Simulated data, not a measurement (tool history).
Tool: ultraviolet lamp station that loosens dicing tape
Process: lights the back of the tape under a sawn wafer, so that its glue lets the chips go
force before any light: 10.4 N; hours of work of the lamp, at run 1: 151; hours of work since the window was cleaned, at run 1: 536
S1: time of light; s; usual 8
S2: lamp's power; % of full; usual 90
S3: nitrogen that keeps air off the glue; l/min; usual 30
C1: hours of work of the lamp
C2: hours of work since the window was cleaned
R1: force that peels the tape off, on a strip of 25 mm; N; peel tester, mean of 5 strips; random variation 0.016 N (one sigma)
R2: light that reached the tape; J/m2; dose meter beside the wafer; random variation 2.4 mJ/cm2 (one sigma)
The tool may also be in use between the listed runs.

run	hour	S1	S2	S3	C1	C2	R1	R2
1	0.0	8	90	30	151	536	0.982	2550
2	20.8	8	90	30	160	544	0.985	2550
3	30.5	8	90	30	164	548	0.965	2500
4	41.7	8	90	30	168	553	0.985	2510
# hour 48.8: window cleaned of glue's vapour
5	61.9	8	90	59	176	5	0.532	2640
6	73.8	8	90	59	181	10	0.536	2610
7	88.5	8	90	59	187	16	0.545	2630
8	101.9	8	90	59	192	21	0.556	2670
9	119.8	8	90	59	199	29	0.539	2620
10	135.5	5	90	59	206	35	1.558	1640
11	145.0	5	90	59	209	39	1.598	1610
12	160.8	8	83	30	216	45	1.067	2410
13	177.9	6	90	30	223	52	1.684	1980
14	194.1	15	86	30	229	58	0.230	4620
15	208.1	15	86	30	235	64	0.235	4650
16	221.5	10	64	10	240	70	2.435	2330
17	236.4	10	64	10	246	76	2.469	2280
18	256.9	10	73	10	254	84	2.062	2570
19	270.1	6	79	30	260	89	2.139	1650
20	285.4	5	79	30	266	95	2.723	1390
21	300.1	5	79	30	272	101	2.766	1390
22	317.5	5	79	30	279	108	2.743	1390
23	327.5	5	79	29	283	112	2.815	1390
24	345.9	8	68	30	290	120	1.673	1900
25	355.7	8	68	30	294	124	1.687	1910
26	369.7	8	62	35	300	129	1.863	1750

How the hidden state differs across the entries between the runs, from the last listed run before each to the first after it:
Between runs 4 and 5: window cleaned of glue's vapour (hour 48.8)
  lamp's light, % of a new lamp's: 95.1 -> 94.9; light that the window lets through, % of a clean one's: 94.6 -> 99.6
  measured less the result without the state, R1: +0.211 -> +0.072 N; R2: -290 -> -150 J/m2
